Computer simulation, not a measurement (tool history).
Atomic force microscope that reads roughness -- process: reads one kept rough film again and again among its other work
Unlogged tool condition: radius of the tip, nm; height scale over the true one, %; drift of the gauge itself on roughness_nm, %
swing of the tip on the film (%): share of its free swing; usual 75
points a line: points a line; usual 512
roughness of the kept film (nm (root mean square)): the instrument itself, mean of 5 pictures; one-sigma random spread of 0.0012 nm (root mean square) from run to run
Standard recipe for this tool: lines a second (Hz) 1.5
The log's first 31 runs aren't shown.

run	hour	lines a second (Hz)	swing of the tip on the film (%)	points a line	pictures with this tip	hours of work since the height scale was calibrated	roughness of the kept film (nm (root mean square))
32	1218.5	3.24	73	979	293	1499	0.466
# hour 1259: new tip fitted
33	1263.3	1.64	75	512	3	1519	0.512
34	1307.5	1.69	56	505	35	1539	0.54
35	1361.7	1.69	65	981	73	1563	0.529
36	1388.1	1.69	65	981	92	1575	0.528
37	1442.9	1.69	65	981	131	1600	0.526
38	1483.8	1.69	65	981	160	1618	0.525
39	1532.4	1.69	65	981	194	1640	0.522
40	1559.4	2.49	72	981	214	1652	0.493
41	1584.3	2.49	72	981	231	1663	0.49
42	1620.7	1.5	84	467	257	1680	0.48
43	1672	1.64	75	678	294	1703	0.499
# hour 1709.3: new tip fitted
44	1717.5	1.64	75	678	6	1723	0.513
45	1748.9	1.98	70	512	28	1737	0.514
46	1789.6	0.63	67	719	57	1755	0.546
47	1814	0.63	67	719	74	1766	0.544
48	1857	0.63	67	719	105	1786	0.543
49	1885.8	0.69	84	719	125	1799	0.522
50	1941.7	0.69	84	719	165	1824	0.52
51	1992.1	0.69	84	719	200	1847	0.518
52	2038.3	0.69	70	719	233	1867	0.531

Predict each of these 5 candidate next runs independently; none follows another, all start after run 52:
A	2083.1	3.32	89	625	265	1888	?
B	2083.1	0.69	55	341	265	1888	?
C	2083.1	1.35	57	414	265	1888	?
D	2083.1	0.69	57	719	265	1888	?
E	2083.1	0.69	70	635	265	1888	?

run	roughness of the kept film (nm (root mean square))
A	0.396
B	0.531
C	0.531
D	0.541
E	0.53
Take away the tool's hidden state, keep each run's random variation, and the runs would have read:
run	roughness of the kept film (nm (root mean square))
A	0.4
B	0.536
C	0.536
D	0.545
E	0.535
